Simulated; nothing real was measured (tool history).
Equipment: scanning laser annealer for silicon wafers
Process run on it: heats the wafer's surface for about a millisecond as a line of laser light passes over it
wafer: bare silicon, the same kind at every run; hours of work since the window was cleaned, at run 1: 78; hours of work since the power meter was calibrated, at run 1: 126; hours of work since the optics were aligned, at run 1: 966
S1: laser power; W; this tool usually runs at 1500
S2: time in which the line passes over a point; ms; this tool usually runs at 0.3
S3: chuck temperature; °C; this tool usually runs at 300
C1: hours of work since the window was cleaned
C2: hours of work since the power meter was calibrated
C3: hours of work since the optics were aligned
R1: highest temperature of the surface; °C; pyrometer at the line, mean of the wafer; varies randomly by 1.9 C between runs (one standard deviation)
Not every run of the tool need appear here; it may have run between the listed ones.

run	hour	S1	S2	S3	C1	C2	C3	R1
1	0	1500	0.3	300	78	126	966	1071
2	47.2	1500	0.3	300	99	147	987	1072
3	91.5	1500	0.3	300	119	167	1006	1065
4	160	1500	0.3	300	149	197	1037	1065
5	197.3	1500	0.3	300	166	214	1053	1064
6	270.6	1500	0.3	300	198	246	1086	1059
7	333.2	1500	0.3	300	226	274	1113	1056
8	406.9	1500	0.3	300	258	307	1146	1051
9	440.2	1500	0.3	300	273	321	1161	1051
# hour 473.1: optics aligned, line set to its width
10	485.3	1500	0.3	300	291	339	5	1068
11	535.9	1500	0.3	300	313	362	28	1063
12	608.4	1500	0.3	267	345	394	60	1026
13	668.7	1500	0.3	265	372	420	87	1023
# hour 701.3: window over the wafer cleaned
14	713.8	1302	0.3	300	6	440	106	971
15	765	1428	0.346	300	28	462	128	1100
16	807.6	1428	0.346	300	47	481	147	1098
17	874.9	1500	0.344	313	77	511	177	1152
18	933.5	1500	0.344	313	103	537	203	1147
19	1004.5	1500	0.344	313	134	568	235	1146
20	1056.1	1590	0.3	323	157	591	257	1160
21	1134.3	1590	0.282	323	192	626	292	1134

What does the tool deliver on the next run?
22	1182.1	1426	0.3	276	213	647	313	?

R1: 1006 °C
Without the tool's hidden state the same run would have given R1 1026 °C.
